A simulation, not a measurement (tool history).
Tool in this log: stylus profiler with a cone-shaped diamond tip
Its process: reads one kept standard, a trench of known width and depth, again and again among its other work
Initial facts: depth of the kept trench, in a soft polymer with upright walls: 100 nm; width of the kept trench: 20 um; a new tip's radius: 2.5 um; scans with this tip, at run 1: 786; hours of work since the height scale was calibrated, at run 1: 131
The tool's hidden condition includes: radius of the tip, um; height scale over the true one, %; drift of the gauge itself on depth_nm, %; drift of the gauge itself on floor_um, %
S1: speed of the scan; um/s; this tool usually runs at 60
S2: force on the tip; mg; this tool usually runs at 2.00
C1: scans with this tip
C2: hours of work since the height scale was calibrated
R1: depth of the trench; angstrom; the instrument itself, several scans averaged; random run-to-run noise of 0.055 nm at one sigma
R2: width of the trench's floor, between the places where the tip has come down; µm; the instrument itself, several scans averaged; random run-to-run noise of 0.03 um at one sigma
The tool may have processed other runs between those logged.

run,day,S1,S2,C1,C2,R1,R2
1,0.000,60,2.00,786,131,1009.8,18.19
2,0.717,60,2.00,866,145,1011.5,18.21
3,1.171,60,2.00,917,153,1010.2,18.22
4,1.779,35,2.00,984,164,1009.5,18.36
5,2.521,35,2.00,1067,178,1010.1,18.36
6,3.246,35,2.00,1147,192,1010.1,18.34
7,3.829,60,2.00,1212,202,1010.1,18.21
8,4.338,60,2.00,1269,212,1010.8,18.25
9,4.671,24,5.35,1306,218,1020.0,18.48

What will run 10 give?
10,5.392,50,0.87,1386,231,?,?

{"run 10": {"R1": 1006.1, "R2": 18.15}}
On a tool with no hidden condition, and with the same random variation, this run would have come out at R1 1005.3 angstrom, R2 18.18 µm.
